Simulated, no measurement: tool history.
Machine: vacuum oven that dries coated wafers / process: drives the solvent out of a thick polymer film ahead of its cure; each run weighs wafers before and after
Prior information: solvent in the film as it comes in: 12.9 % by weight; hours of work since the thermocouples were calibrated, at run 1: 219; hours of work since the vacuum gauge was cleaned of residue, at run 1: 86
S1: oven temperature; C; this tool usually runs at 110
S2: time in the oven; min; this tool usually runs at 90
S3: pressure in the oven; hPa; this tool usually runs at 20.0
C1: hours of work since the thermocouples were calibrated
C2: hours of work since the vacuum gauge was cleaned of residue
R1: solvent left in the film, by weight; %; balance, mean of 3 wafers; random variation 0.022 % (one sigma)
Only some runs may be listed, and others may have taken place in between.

run 1 hour=0.0 | S1=110 S2=90 S3=20.0 | C1=219 C2=86 | R1=1.55
run 2 hour=30.0 | S1=110 S2=48 S3=20.0 | C1=239 C2=106 | R1=3.24
run 3 hour=65.4 | S1=110 S2=48 S3=20.0 | C1=262 C2=129 | R1=3.30
run 4 hour=108.8 | S1=110 S2=48 S3=20.0 | C1=291 C2=158 | R1=3.30
run 5 hour=136.8 | S1=110 S2=48 S3=20.0 | C1=309 C2=176 | R1=3.26
run 6 hour=176.2 | S1=110 S2=48 S3=20.0 | C1=335 C2=202 | R1=3.34
run 7 hour=210.4 | S1=101 S2=90 S3=20.0 | C1=358 C2=225 | R1=3.09
run 8 hour=243.1 | S1=101 S2=90 S3=20.0 | C1=380 C2=246 | R1=3.12
run 9 hour=272.4 | S1=101 S2=90 S3=20.0 | C1=399 C2=266 | R1=3.18
run 10 hour=303.0 | S1=101 S2=90 S3=20.0 | C1=419 C2=286 | R1=3.12
run 11 hour=352.7 | S1=110 S2=90 S3=20.0 | C1=452 C2=319 | R1=1.66
run 12 hour=384.1 | S1=110 S2=90 S3=20.0 | C1=473 C2=339 | R1=1.66
run 13 hour=433.9 | S1=110 S2=90 S3=20.0 | C1=505 C2=372 | R1=1.67
run 14 hour=482.3 | S1=124 S2=90 S3=20.0 | C1=537 C2=404 | R1=0.67
run 15 hour=520.5 | S1=124 S2=90 S3=13.6 | C1=563 C2=429 | R1=0.48
run 16 hour=566.8 | S1=124 S2=90 S3=13.6 | C1=593 C2=460 | R1=0.46
run 17 hour=611.4 | S1=110 S2=139 S3=20.0 | C1=623 C2=489 | R1=1.13
-- hour=639.2 oven's thermocouples calibrated
run 18 hour=639.2 | S1=110 S2=90 S3=20.0 | C1=0 C2=506 | R1=1.57
run 19 hour=682.8 | S1=110 S2=90 S3=20.0 | C1=29 C2=535 | R1=1.58
run 20 hour=728.4 | S1=110 S2=90 S3=20.0 | C1=59 C2=565 | R1=1.55
run 21 hour=768.9 | S1=101 S2=90 S3=20.0 | C1=86 C2=592 | R1=3.04
run 22 hour=797.7 | S1=110 S2=90 S3=20.0 | C1=105 C2=611 | R1=1.59
run 23 hour=819.4 | S1=110 S2=90 S3=20.0 | C1=119 C2=625 | R1=1.56
run 24 hour=860.3 | S1=110 S2=90 S3=20.0 | C1=146 C2=652 | R1=1.61
run 25 hour=895.6 | S1=110 S2=90 S3=20.0 | C1=169 C2=675 | R1=1.62
run 26 hour=931.9 | S1=122 S2=80 S3=10.2 | C1=193 C2=699 | R1=0.46
run 27 hour=982.3 | S1=111 S2=89 S3=10.2 | C1=226 C2=733 | R1=1.12
run 28 hour=1009.6 | S1=120 S2=96 S3=24.1 | C1=244 C2=751 | R1=0.90
run 29 hour=1044.5 | S1=102 S2=55 S3=20.0 | C1=267 C2=774 | R1=4.52
run 30 hour=1075.8 | S1=115 S2=78 S3=11.8 | C1=288 C2=794 | R1=1.01
run 31 hour=1120.2 | S1=115 S2=78 S3=11.8 | C1=317 C2=823 | R1=1.00
run 32 hour=1156.8 | S1=117 S2=98 S3=11.8 | C1=341 C2=848 | R1=0.64
run 33 hour=1202.6 | S1=118 S2=90 S3=20.9 | C1=372 C2=878 | R1=1.01
run 34 hour=1241.4 | S1=118 S2=90 S3=20.9 | C1=397 C2=903 | R1=0.99
run 35 hour=1283.7 | S1=121 S2=90 S3=14.4 | C1=425 C2=931 | R1=0.64
run 36 hour=1320.9 | S1=121 S2=90 S3=14.4 | C1=450 C2=956 | R1=0.63
run 37 hour=1368.3 | S1=110 S2=90 S3=50.0 | C1=481 C2=987 | R1=3.03
run 38 hour=1403.3 | S1=110 S2=64 S3=50.0 | C1=504 C2=1010 | R1=3.71
run 39 hour=1426.4 | S1=110 S2=90 S3=21.0 | C1=519 C2=1025 | R1=1.80
run 40 hour=1462.1 | S1=110 S2=153 S3=74.8 | C1=543 C2=1049 | R1=3.59
run 41 hour=1484.5 | S1=117 S2=90 S3=49.0 | C1=557 C2=1064 | R1=2.09
run 42 hour=1520.2 | S1=117 S2=90 S3=16.0 | C1=581 C2=1087 | R1=0.95
run 43 hour=1566.1 | S1=103 S2=72 S3=80.0 | C1=611 C2=1118 | R1=6.39
run 44 hour=1596.9 | S1=121 S2=159 S3=20.0 | C1=632 C2=1138 | R1=0.75
-- hour=1612.9 oven's thermocouples calibrated
run 45 hour=1634.7 | S1=99 S2=152 S3=55.3 | C1=14 C2=1161 | R1=4.41
run 46 hour=1665.0 | S1=107 S2=77 S3=21.4 | C1=34 C2=1181 | R1=2.55
run 47 hour=1696.5 | S1=107 S2=77 S3=21.4 | C1=55 C2=1202 | R1=2.62

What if the next run were any one of these 3? Each begins from the tool's condition after run 47:
run A hour=1721.9 | S1=107 S2=73 S3=10.2 | C1=72 C2=1219 | R1=?
run B hour=1721.9 | S1=112 S2=90 S3=15.5 | C1=72 C2=1219 | R1=?
run C hour=1721.9 | S1=95 S2=90 S3=20.0 | C1=72 C2=1219 | R1=?

run=A R1=2.28
run=B R1=1.32
run=C R1=4.56
With no hidden state in the tool, these same runs would have given:
run=A R1=2.05
run=B R1=1.14
run=C R1=4.26

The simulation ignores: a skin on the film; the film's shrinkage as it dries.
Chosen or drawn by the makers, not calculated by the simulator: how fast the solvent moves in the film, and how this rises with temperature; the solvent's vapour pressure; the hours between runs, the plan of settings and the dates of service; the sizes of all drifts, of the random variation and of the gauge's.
